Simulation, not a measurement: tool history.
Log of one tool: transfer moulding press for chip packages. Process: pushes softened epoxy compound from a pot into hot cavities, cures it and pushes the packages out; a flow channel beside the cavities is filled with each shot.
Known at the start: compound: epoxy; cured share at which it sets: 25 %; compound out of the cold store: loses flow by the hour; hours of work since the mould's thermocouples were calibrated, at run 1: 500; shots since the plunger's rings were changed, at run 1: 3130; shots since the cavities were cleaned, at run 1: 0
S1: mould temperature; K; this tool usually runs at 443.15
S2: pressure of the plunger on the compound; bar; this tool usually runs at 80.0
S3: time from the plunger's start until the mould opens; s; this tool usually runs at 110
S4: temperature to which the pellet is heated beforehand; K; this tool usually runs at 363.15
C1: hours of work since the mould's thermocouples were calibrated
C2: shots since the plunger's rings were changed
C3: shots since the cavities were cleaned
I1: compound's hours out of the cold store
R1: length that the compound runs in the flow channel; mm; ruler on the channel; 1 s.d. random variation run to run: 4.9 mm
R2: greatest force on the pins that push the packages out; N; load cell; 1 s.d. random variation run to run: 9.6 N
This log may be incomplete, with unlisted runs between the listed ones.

run 1 hour=0.0 | S1=443.15 S2=80.0 S3=110 S4=363.15 | C1=500 C2=3130 C3=0 | I1=48.0 | R1=619 R2=480
run 2 hour=49.6 | S1=443.15 S2=80.0 S3=110 S4=363.15 | C1=534 C2=3666 C3=536 | I1=26.6 | R1=694 R2=748
run 3 hour=93.6 | S1=443.15 S2=80.0 S3=110 S4=373.15 | C1=564 C2=4142 C3=1012 | I1=36.8 | R1=646 R2=778
-- hour=101.2 cavities cleaned with cleaning compound and waxed
run 4 hour=132.0 | S1=443.15 S2=80.0 S3=110 S4=361.15 | C1=589 C2=4540 C3=333 | I1=46.5 | R1=613 R2=857
run 5 hour=179.4 | S1=443.15 S2=80.0 S3=110 S4=361.15 | C1=621 C2=5052 C3=845 | I1=36.0 | R1=634 R2=825
-- hour=193.1 plunger's sealing rings changed
-- hour=207.0 cavities cleaned with cleaning compound and waxed
run 6 hour=242.6 | S1=443.15 S2=80.0 S3=110 S4=361.15 | C1=662 C2=519 C3=385 | I1=11.7 | R1=789 R2=745
-- hour=267.4 mould's thermocouples calibrated
run 7 hour=273.6 | S1=443.15 S2=80.0 S3=110 S4=361.15 | C1=4 C2=832 C3=698 | I1=37.1 | R1=694 R2=711
-- hour=309.8 cavities cleaned with cleaning compound and waxed
run 8 hour=322.9 | S1=443.15 S2=80.0 S3=110 S4=361.15 | C1=37 C2=1349 C3=142 | I1=17.1 | R1=769 R2=598
run 9 hour=370.0 | S1=443.15 S2=80.0 S3=110 S4=361.15 | C1=69 C2=1858 C3=651 | I1=28.0 | R1=714 R2=744
run 10 hour=398.4 | S1=436.15 S2=80.0 S3=110 S4=363.15 | C1=88 C2=2165 C3=958 | I1=9.2 | R1=802 R2=1257
-- hour=415.8 cavities cleaned with cleaning compound and waxed
-- hour=430.6 cavities cleaned with cleaning compound and waxed, once more
run 11 hour=431.9 | S1=436.15 S2=80.0 S3=110 S4=363.15 | C1=109 C2=2494 C3=13 | I1=17.3 | R1=768 R2=772
run 12 hour=462.3 | S1=436.15 S2=80.0 S3=110 S4=363.15 | C1=129 C2=2822 C3=341 | I1=43.0 | R1=657 R2=1017
run 13 hour=492.8 | S1=436.15 S2=80.0 S3=110 S4=363.15 | C1=150 C2=3152 C3=671 | I1=20.1 | R1=743 R2=1261
-- hour=533.4 cavities cleaned with cleaning compound and waxed
run 14 hour=534.8 | S1=438.15 S2=61.8 S3=110 S4=359.15 | C1=178 C2=3590 C3=16 | I1=24.2 | R1=628 R2=632
run 15 hour=575.7 | S1=443.15 S2=80.0 S3=115 S4=372.15 | C1=206 C2=4032 C3=458 | I1=40.5 | R1=639 R2=652
run 16 hour=618.6 | S1=443.15 S2=80.0 S3=104 S4=363.15 | C1=235 C2=4495 C3=921 | I1=41.8 | R1=627 R2=821
-- hour=638.8 cavities cleaned with cleaning compound and waxed
run 17 hour=659.5 | S1=437.15 S2=72.3 S3=110 S4=360.15 | C1=261 C2=4920 C3=222 | I1=39.3 | R1=600 R2=896
-- hour=686.8 plunger's sealing rings changed
run 18 hour=719.6 | S1=443.15 S2=80.0 S3=110 S4=354.15 | C1=301 C2=354 C3=845 | I1=26.1 | R1=733 R2=798
-- hour=742.5 cavities cleaned with cleaning compound and waxed
run 19 hour=773.2 | S1=443.15 S2=80.0 S3=110 S4=354.15 | C1=336 C2=917 C3=331 | I1=29.8 | R1=717 R2=685
run 20 hour=810.0 | S1=447.15 S2=90.5 S3=123 S4=358.15 | C1=361 C2=1315 C3=729 | I1=37.5 | R1=727 R2=664
-- hour=843.6 cavities cleaned with cleaning compound and waxed
run 21 hour=864.3 | S1=447.15 S2=85.1 S3=123 S4=362.15 | C1=397 C2=1885 C3=224 | I1=47.1 | R1=652 R2=526
run 22 hour=893.4 | S1=447.15 S2=85.1 S3=123 S4=362.15 | C1=417 C2=2199 C3=538 | I1=39.0 | R1=677 R2=621
-- hour=944.5 cavities cleaned with cleaning compound and waxed
run 23 hour=944.5 | S1=437.15 S2=80.0 S3=115 S4=363.15 | C1=451 C2=2736 C3=0 | I1=14.4 | R1=775 R2=684
run 24 hour=996.1 | S1=443.15 S2=80.0 S3=148 S4=369.15 | C1=486 C2=3293 C3=557 | I1=10.2 | R1=759 R2=609
run 25 hour=1037.5 | S1=443.15 S2=93.0 S3=105 S4=363.15 | C1=514 C2=3741 C3=1005 | I1=15.8 | R1=798 R2=882
-- hour=1046.3 cavities cleaned with cleaning compound and waxed
run 26 hour=1088.0 | S1=444.15 S2=93.0 S3=122 S4=363.15 | C1=547 C2=4270 C3=450 | I1=47.9 | R1=649 R2=617

A few steps of R1 between consecutive runs. Split each: what settings, incoming material and random variation would produce without the hidden state, and what is left over for the hidden state, along with gauge scatter present in only one of the two compared results (measured, and without hidden state):
Unlogged tool condition in this case: true mould temperature over the reading, C; pressure that reaches the compound, % of what is set; grip of the stained cavities, % over clean ones'; drift of the gauge itself on flow_mm, %; drift of the gauge itself on push_out_n, %.
Run 5 -> 6: plunger's sealing rings changed, cavities cleaned with cleaning compound and waxed. R1 +155 mm: hidden state +57, all else +98.
Run 17 -> 18: S1 437.15 -> 443.15, S2 72.3 -> 80.0, S4 360.15 -> 354.15, plunger's sealing rings changed. R1 +133 mm: hidden state +55, all else +78.
Run 25 -> 26: S1 443.15 -> 444.15, S3 105 -> 122, cavities cleaned with cleaning compound and waxed. R1 -149 mm: hidden state +2, all else -151.
